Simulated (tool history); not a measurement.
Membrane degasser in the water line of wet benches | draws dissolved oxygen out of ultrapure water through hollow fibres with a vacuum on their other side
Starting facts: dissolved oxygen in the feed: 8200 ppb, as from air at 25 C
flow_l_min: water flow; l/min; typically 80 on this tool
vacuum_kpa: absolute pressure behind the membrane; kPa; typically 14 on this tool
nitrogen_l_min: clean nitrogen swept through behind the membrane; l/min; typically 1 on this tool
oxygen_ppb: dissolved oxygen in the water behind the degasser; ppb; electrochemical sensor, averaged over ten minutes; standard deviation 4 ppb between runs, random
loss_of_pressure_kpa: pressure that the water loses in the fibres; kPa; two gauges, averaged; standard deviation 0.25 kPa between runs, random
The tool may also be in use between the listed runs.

run    hour  flow_l_min  vacuum_kpa  nitrogen_l_min  oxygen_ppb  loss_of_pressure_kpa
  1       0          80          14               1      1309.4                 67.77
  2   148.1          80          14               1      1312.4                 67.09
  3   220.6          80          14            0.88        1415                  67.8
  4   309.7          80          14               1      1312.4                 68.08
  5   441.9          80          22               1      2071.4                 67.54
  6   512.5          80        14.5               1      1368.8                 67.95
  7   671.9          80          14               1      1314.2                 68.16
  8   754.6          80          14               1      1316.2                 68.03
  9   879.3          80          14               1      1315.7                 68.08
 10   982.9          80          14               1      1321.2                 68.18
 11  1082.1          95          14               1      1469.2                 80.54
 12  1221.7          80          14            0.52      1869.4                 68.06
 13  1366.7          80          14            0.52      1881.2                 67.85
 14  1437.6          80          14            0.52      1887.7                 67.98
 15  1581.6          80          14            0.52      1891.3                 67.92
 16  1699.2          56          14               1      1048.1                 47.98
 17  1766.2          64          14               1      1150.1                  54.2
 18  1892.6          80          14            0.51      1872.2                 68.23
 19  1983.7          80          14            0.51      1865.7                 67.51
 20  2116.5         106          14            0.53      2103.7                 90.05
 21  2270.5          56         9.5               1       631.3                 47.99
 22  2404.4          80        13.5               1      1251.8                 68.36
 23  2499.5          80        13.5            0.47      1857.1                 68.88
 24  2636.8          80        13.5            0.47      1859.9                 68.21
 25  2789.6          79        13.5            0.47      1854.9                 67.45
 26  2937.2         108        19.1            0.48      3011.8                 92.49
 27    3007         108        19.1            0.48      3002.6                 92.68
 28  3164.6         108        10.2            0.52      1488.5                 91.93
 29  3244.2         108        10.2            0.52      1489.6                 92.27
 30  3330.9          51          14            0.49      1495.3                 43.59
 31  3495.8          87        20.3            2.46      1137.4                 74.82
 32  3625.9          65        34.7            0.51      3789.5                 56.03

Removed from this log: 3 entries logged between the listed runs. Between which two listed runs does each belong, and how does the tool's hidden state at the listed run before it compare with that at the listed run after it?
In the gap between runs 10 and 11: vacuum gauge calibrated (hour 991.2)
  true pressure behind the membrane over the reading, kPa: 0.13 -> 0.2; air that leaks in behind the membrane, l/min: 0.0201 -> 0.0205
  measured value less the no-hidden-state value, oxygen_ppb: +11.8 -> +21.3 ppb; loss_of_pressure_kpa: +1.43 -> +1.72 kPa
In the gap between runs 17 and 18: vacuum gauge calibrated, once more (hour 1892.6)
  membrane still open, %: 97.5 -> 97.4; true pressure behind the membrane over the reading, kPa: 0.24 -> -0.02; air that leaks in behind the membrane, l/min: 0.0233 -> 0.0238
  measured value less the no-hidden-state value, oxygen_ppb: +21.7 -> -18.5 ppb; loss_of_pressure_kpa: +1.35 -> +1.74 kPa
In the gap between runs 30 and 31: seals of the vacuum lines changed (hour 3402.4)
  membrane still open, %: 96.7 -> 96.6; true pressure behind the membrane over the reading, kPa: 0.07 -> 0.08; air that leaks in behind the membrane, l/min: 0.0299 -> 0.0036
  measured value less the no-hidden-state value, oxygen_ppb: -8.3 -> +10.4 ppb; loss_of_pressure_kpa: +1.44 -> +2.54 kPa
